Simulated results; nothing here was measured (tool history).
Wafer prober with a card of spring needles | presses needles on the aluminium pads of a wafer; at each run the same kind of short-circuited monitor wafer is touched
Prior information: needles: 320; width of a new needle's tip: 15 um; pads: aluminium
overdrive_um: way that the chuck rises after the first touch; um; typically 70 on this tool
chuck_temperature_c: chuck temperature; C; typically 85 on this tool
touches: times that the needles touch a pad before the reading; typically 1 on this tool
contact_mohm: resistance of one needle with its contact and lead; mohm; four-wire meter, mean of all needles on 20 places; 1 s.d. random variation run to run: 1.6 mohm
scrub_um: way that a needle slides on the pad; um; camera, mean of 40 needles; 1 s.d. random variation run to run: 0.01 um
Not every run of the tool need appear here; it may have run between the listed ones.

run    day  overdrive_um  chuck_temperature_c  touches  contact_mohm  scrub_um
  1      0            70                   85        1           211      9.85
     0.212  -- tips cleaned on abrasive film
     0.392  -- height of the first contact set anew
  2  0.438            70                   85        1           245      9.95
  3  0.646            70                   85        1           233      9.95
     0.721  -- tips cleaned on abrasive film
  4  1.088            70                   85        1           216      9.95
     1.196  -- tips cleaned on abrasive film
     1.242  -- tips cleaned on abrasive film, once more
  5  1.438            70                   85        1           202      9.93
     1.733  -- tips cleaned on abrasive film
  6  1.879            70                   85        1           194      9.93
     2.204  -- tips cleaned on abrasive film
  7  2.312            70                   85        1           192      9.92
  8    2.5            70                   85        1           213      9.92
     2.692  -- tips cleaned on abrasive film
  9  2.771            70                   85        1           188      9.92
 10  2.992            70                   28        1           206      9.92
     3.175  -- tips cleaned on abrasive film
 11  3.417            70                   28        1           202      9.92
     3.654  -- tips cleaned on abrasive film
 12  3.717            70                   28        1           174      9.92
 13  4.071            70                   28        1           215       9.9
     4.133  -- tips cleaned on abrasive film
 14  4.283            81                   50        1           188     11.44
 15  4.571            81                   50        1           204     11.47
     4.604  -- tips cleaned on abrasive film
 16  4.783            53                   32        2           199      7.47
     5.088  -- tips cleaned on abrasive film
 17   5.15            54                   97        2           190      7.61
     5.588  -- tips cleaned on abrasive film
 18  5.617            54                   97        2           180       7.6
 19  5.912            54                   96        2           219       7.6
     6.067  -- tips cleaned on abrasive film
 20  6.254            77                   29        1           190     10.89
 21  6.521            77                   29        1           204     10.87
     6.546  -- tips cleaned on abrasive film
 22  6.796            71                   39        2           182        10
     7.025  -- tips cleaned on abrasive film
 23  7.096            71                   39        2           170     10.01

What if the next run were any one of these 3? Each begins from the tool's condition after run 23:
     7.504  -- tips cleaned on abrasive film
  A  7.554            50                   39        2             ?         ?
     7.504  -- tips cleaned on abrasive film
  B  7.554            71                   46        2             ?         ?
     7.504  -- tips cleaned on abrasive film
  C  7.554            63                   34        1             ?         ?

run  contact_mohm  scrub_um
  A           182      6.99
  B           171      9.99
  C           176      8.83
Without the tool's hidden state the same runs would have given:
run  contact_mohm  scrub_um
  A           161       7.1
  B           159      10.1
  C           152      8.94
